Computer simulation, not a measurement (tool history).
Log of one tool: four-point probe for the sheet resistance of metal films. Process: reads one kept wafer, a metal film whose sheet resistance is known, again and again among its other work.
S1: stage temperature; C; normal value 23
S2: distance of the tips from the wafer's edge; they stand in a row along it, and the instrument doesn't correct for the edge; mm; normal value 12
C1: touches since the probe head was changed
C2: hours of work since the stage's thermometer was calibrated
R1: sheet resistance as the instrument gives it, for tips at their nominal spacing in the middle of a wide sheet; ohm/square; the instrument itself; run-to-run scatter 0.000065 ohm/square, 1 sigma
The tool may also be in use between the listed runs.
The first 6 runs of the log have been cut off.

{"run": 7, "hour": 575.9, "S1": 33, "S2": 12, "C1": 34551, "C2": 436, "R1": 0.325696}
{"run": 8, "hour": 637.5, "S1": 33, "S2": 12, "C1": 36538, "C2": 466, "R1": 0.325774}
{"run": 9, "hour": 731.8, "S1": 33, "S2": 12, "C1": 39577, "C2": 512, "R1": 0.325872}
{"run": 10, "hour": 818.1, "S1": 33, "S2": 30, "C1": 42359, "C2": 554, "R1": 0.325431}
{"run": 11, "hour": 873.2, "S1": 25, "S2": 12, "C1": 44137, "C2": 581, "R1": 0.326845}
{"run": 12, "hour": 975.2, "S1": 25, "S2": 12, "C1": 47425, "C2": 630, "R1": 0.326777}
{"run": 13, "hour": 1061.4, "S1": 25, "S2": 12, "C1": 50204, "C2": 672, "R1": 0.326786}
{"run": 14, "hour": 1121.9, "S1": 25, "S2": 12, "C1": 52154, "C2": 702, "R1": 0.326926}
{"run": 15, "hour": 1221.9, "S1": 22, "S2": 12, "C1": 55379, "C2": 751, "R1": 0.327367}
{"run": 16, "hour": 1293.8, "S1": 22, "S2": 13, "C1": 57697, "C2": 786, "R1": 0.327384}
{"run": 17, "hour": 1371.0, "S1": 23, "S2": 5, "C1": 60186, "C2": 823, "R1": 0.32977}
{"run": 18, "hour": 1468.3, "S1": 23, "S2": 12, "C1": 63323, "C2": 871, "R1": 0.327597}
{"run": 19, "hour": 1568.2, "S1": 23, "S2": 12, "C1": 66542, "C2": 920, "R1": 0.327474}
{"hour": 1577.4, "done": "stage's thermometer calibrated"}
{"run": 20, "hour": 1687.7, "S1": 23, "S2": 12, "C1": 70379, "C2": 54, "R1": 0.327762}
{"run": 21, "hour": 1766.8, "S1": 23, "S2": 12, "C1": 72929, "C2": 92, "R1": 0.32769}
{"run": 22, "hour": 1871.7, "S1": 23, "S2": 12, "C1": 76312, "C2": 144, "R1": 0.32788}
{"run": 23, "hour": 1923.7, "S1": 23, "S2": 12, "C1": 77990, "C2": 169, "R1": 0.327882}
{"run": 24, "hour": 2022.9, "S1": 24, "S2": 9, "C1": 81186, "C2": 217, "R1": 0.328256}
{"hour": 2040.3, "done": "stage's thermometer calibrated, once more"}
{"run": 25, "hour": 2079.9, "S1": 27, "S2": 8, "C1": 83008, "C2": 19, "R1": 0.327815}
{"run": 26, "hour": 2158.8, "S1": 27, "S2": 8, "C1": 85554, "C2": 58, "R1": 0.32796}
{"run": 27, "hour": 2216.9, "S1": 20, "S2": 41, "C1": 87426, "C2": 86, "R1": 0.327627}
{"run": 28, "hour": 2275.0, "S1": 20, "S2": 41, "C1": 89299, "C2": 114, "R1": 0.327733}
{"run": 29, "hour": 2331.8, "S1": 29, "S2": 12, "C1": 91131, "C2": 142, "R1": 0.327134}
{"run": 30, "hour": 2403.8, "S1": 28, "S2": 3, "C1": 93452, "C2": 177, "R1": 0.334697}
{"run": 31, "hour": 2485.4, "S1": 18, "S2": 43, "C1": 96083, "C2": 217, "R1": 0.328079}

Run 32 has not been measured yet. What should we expect?
{"run": 32, "hour": 2543.7, "S1": 18, "S2": 18, "C1": 97963, "C2": 246, "R1": "?"}

{"run 32": {"R1": 0.32837}}
With the hidden condition absent and the run-to-run variation left alone, this run would have shown R1 0.326528 ohm/square.
